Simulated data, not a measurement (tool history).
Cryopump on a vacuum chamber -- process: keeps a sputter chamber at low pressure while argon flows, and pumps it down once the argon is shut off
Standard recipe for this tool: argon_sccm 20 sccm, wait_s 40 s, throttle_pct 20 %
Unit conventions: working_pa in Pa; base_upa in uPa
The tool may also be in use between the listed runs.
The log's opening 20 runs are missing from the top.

At hour 1448.1: pump warmed up, emptied and cooled again.
Run 21, hour 1553.6: usual settings but argon_sccm 8 sccm, wait_s 23 s. Result: working_pa 0.0754 Pa, base_upa 4.06 uPa.
Run 22, hour 1606.4: usual settings but argon_sccm 8 sccm, wait_s 23 s. Result: working_pa 0.0762 Pa, base_upa 4.12 uPa.
Run 23, hour 1680.3: usual settings but wait_s 82 s, throttle_pct 16 %. Result: working_pa 0.2369 Pa, base_upa 2.20 uPa.
Run 24, hour 1732.5: usual settings but argon_sccm 29 sccm, wait_s 82 s, throttle_pct 22 %. Result: working_pa 0.2536 Pa, base_upa 2.15 uPa.
Run 25, hour 1782.0: usual settings but argon_sccm 29 sccm, wait_s 82 s, throttle_pct 22 %. Result: working_pa 0.2529 Pa, base_upa 2.19 uPa.
Run 26, hour 1860.7: usual settings but argon_sccm 29 sccm, wait_s 82 s, throttle_pct 22 %. Result: working_pa 0.2557 Pa, base_upa 2.31 uPa.
Run 27, hour 1924.1: usual settings but wait_s 149 s, throttle_pct 39 %. Result: working_pa 0.1026 Pa, base_upa 2.05 uPa.
Run 28, hour 1994.6: usual settings but wait_s 76 s. Result: working_pa 0.1953 Pa, base_upa 2.46 uPa.
At hour 2028.5: pump warmed up, emptied and cooled again.
Run 29, hour 2051.9: usual settings but argon_sccm 14 sccm, wait_s 26 s, throttle_pct 38 %. Result: working_pa 0.0694 Pa, base_upa 3.87 uPa.
Run 30, hour 2110.7: usual settings but throttle_pct 43 %. Result: working_pa 0.0883 Pa, base_upa 3.03 uPa.
Run 31, hour 2195.9: usual settings but throttle_pct 16 %. Result: working_pa 0.2355 Pa, base_upa 3.08 uPa.
Run 32, hour 2249.8: usual settings but throttle_pct 16 %. Result: working_pa 0.2372 Pa, base_upa 3.22 uPa.
Run 33, hour 2335.6: usual settings but throttle_pct 16 %. Result: working_pa 0.2387 Pa, base_upa 3.26 uPa.
Run 34, hour 2387.5: usual settings but throttle_pct 16 %. Result: working_pa 0.2384 Pa, base_upa 3.28 uPa.

4 ways to go on from here, each from the tool as it stands after run 34. What would each give?
Run A, hour 2492.5: usual settings but argon_sccm 29 sccm, wait_s 153 s, throttle_pct 35 %. Result: working_pa ?, base_upa ?.
Run B, hour 2492.5: usual settings but wait_s 27 s, throttle_pct 16 %. Result: working_pa ?, base_upa ?.
Run C, hour 2492.5: usual settings but argon_sccm 26 sccm, wait_s 62 s, throttle_pct 26 %. Result: working_pa ?, base_upa ?.
Run D, hour 2492.5: usual settings but throttle_pct 40 %. Result: working_pa ?, base_upa ?.

run  working_pa  base_upa
  A      0.1641      2.19
  B      0.2418      4.14
  C      0.1950      2.70
  D      0.0997      3.37
Stripped of hidden state, with their random variation kept, the same runs would have yielded:
run  working_pa  base_upa
  A      0.1553      0.75
  B      0.2357      2.69
  C      0.1872      1.30
  D      0.0936      1.92
